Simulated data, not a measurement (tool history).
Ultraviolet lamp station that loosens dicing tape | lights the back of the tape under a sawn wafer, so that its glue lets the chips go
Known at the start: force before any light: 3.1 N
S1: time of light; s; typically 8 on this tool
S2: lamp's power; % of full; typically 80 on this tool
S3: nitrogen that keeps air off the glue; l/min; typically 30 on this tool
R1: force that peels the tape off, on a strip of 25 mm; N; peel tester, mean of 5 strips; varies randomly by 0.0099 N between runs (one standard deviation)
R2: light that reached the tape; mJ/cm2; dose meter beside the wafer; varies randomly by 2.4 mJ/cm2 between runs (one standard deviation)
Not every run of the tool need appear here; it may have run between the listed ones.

run,hour,S1,S2,S3,R1,R2
1,0.0,8,80,30,0.605,195
2,26.3,8,80,30,0.611,194
3,47.4,8,72,30,0.722,175
# hour 54.1: window cleaned of glue's vapour
4,75.5,8,72,30,0.776,164
5,106.8,8,72,30,0.784,159
6,123.9,8,72,30,0.799,159
7,162.2,8,72,30,0.843,160
8,188.5,8,80,30,0.672,175
# hour 201.5: window cleaned of glue's vapour, once more
9,225.9,8,80,30,0.527,220
10,261.8,8,80,30,0.521,218
11,279.3,8,80,30,0.535,214
12,308.1,8,80,30,0.543,216
13,328.5,8,80,30,0.538,216
14,345.2,8,80,24,0.595,208
15,365.3,8,80,24,0.623,211
16,399.8,8,80,24,0.610,210
17,432.0,10,80,14,0.634,255
18,453.0,10,80,14,0.620,259
19,477.4,10,80,14,0.646,254
20,507.0,10,80,30,0.434,254
21,530.7,6,72,30,0.920,136
22,549.1,6,72,30,0.940,135

Expected results for the next run?
23,587.8,12,80,30,?,?

Run 23 gave R1 0.340 N, R2 296 mJ/cm2.
Minus the tool's unlogged condition, the same run would have read R1 0.256 N, R2 371 mJ/cm2.
